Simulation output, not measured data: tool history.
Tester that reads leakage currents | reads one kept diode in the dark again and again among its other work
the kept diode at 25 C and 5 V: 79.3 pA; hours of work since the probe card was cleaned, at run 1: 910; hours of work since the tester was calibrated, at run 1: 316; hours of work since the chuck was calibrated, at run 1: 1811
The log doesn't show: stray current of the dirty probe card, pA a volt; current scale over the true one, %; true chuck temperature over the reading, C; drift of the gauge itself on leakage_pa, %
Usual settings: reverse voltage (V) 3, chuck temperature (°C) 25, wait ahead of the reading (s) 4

run,day,reverse voltage (V),chuck temperature (°C),wait ahead of the reading (s),hours of work since the probe card was cleaned,hours of work since the tester was calibrated,hours of work since the chuck was calibrated,current that the tester gives (pA)
1,0,3,25,4,910,316,1811,58.93
2,1.821,3,25,4,933,339,1834,59.16
3,5.292,3,25,4,977,383,1878,58.76
4,7.883,3,25,4,1011,416,1912,58.84
5,11.321,3,25,4,1054,460,1955,58.7
6,13.092,3,25,4,1077,483,1978,58.8
7,16.921,3,25,4,1126,532,2027,58.56
8,18.904,4.62,25,4,1151,557,2052,77.86
9,21.4,3,25,4,1183,589,2084,59.06
10,24.462,3,30,4,1222,628,2123,85.25
11,28.012,2.67,25,4,1268,674,2169,55.14
12,30.454,2.67,25,4,1299,705,2200,54.81
13,33.312,3,32,4,1335,741,2236,98.72
14,36.425,3,25,4,1375,781,2276,58.89
15,38.412,3,25,4,1401,807,2302,59.42
16,41.596,3,25,4,1441,847,2342,59.45
17,43.721,3,25,0.67,1468,874,2369,59.65
18,47.512,3,25,4,1517,923,2418,59.49
19,51.2,2.91,25,4,1564,970,2465,58.13
# day 52.062: chuck's temperature calibrated
20,54.283,1.32,25,4,1602,1008,28,37.29
21,57.033,1.32,35,7.24,1637,1043,63,77.17
22,59.812,1.32,35,7.24,1673,1079,99,77.16
# day 60.358: probe card cleaned and baked
23,62.683,1.32,49,1.6,30,1114,134,198.29
24,64.596,1.32,52,1.6,54,1138,159,242.88
25,66.504,1.32,41,1.6,79,1163,183,114.23
26,69.871,19.24,32,0.72,122,1206,226,301.16
27,73.55,19.24,44,2.47,169,1253,273,704.46
28,76.671,19.24,44,2.47,208,1293,313,701.52
29,79.592,1.41,44,1.46,246,1330,350,147.8
30,82.529,3.02,29,1.03,283,1368,388,78.71
31,84.75,12.24,35,4,312,1396,416,285.54
32,87.621,1.02,25,1.04,348,1433,453,30.39
33,90.021,1.73,44,0.34,379,1463,483,164.84
34,92.808,1.33,25,0.85,415,1499,519,35.47
35,94.529,1.33,25,0.85,437,1521,541,35.34
36,97.475,2.44,31,3.35,474,1558,579,80.51
37,100.067,17.46,31,0.36,507,1592,612,268.41
38,103.496,12.49,21,0.36,551,1635,656,104.97
39,106.988,3,30,5.8,596,1680,700,84.7
40,109.325,4.94,41,2.21,626,1710,730,250.41

Forecast each of these 3 alternatives for the next run:
A,113.233,8.05,49,2.21,676,1760,780,?
B,113.233,3,25,5.8,676,1760,780,?
C,113.233,2.81,25,4,676,1760,780,?

run,current that the tester gives (pA)
A,580.58
B,58.42
C,56.25
Without the tool's hidden state the same runs would have given:
run,current that the tester gives (pA)
A,593.38
B,58.65
C,56.5

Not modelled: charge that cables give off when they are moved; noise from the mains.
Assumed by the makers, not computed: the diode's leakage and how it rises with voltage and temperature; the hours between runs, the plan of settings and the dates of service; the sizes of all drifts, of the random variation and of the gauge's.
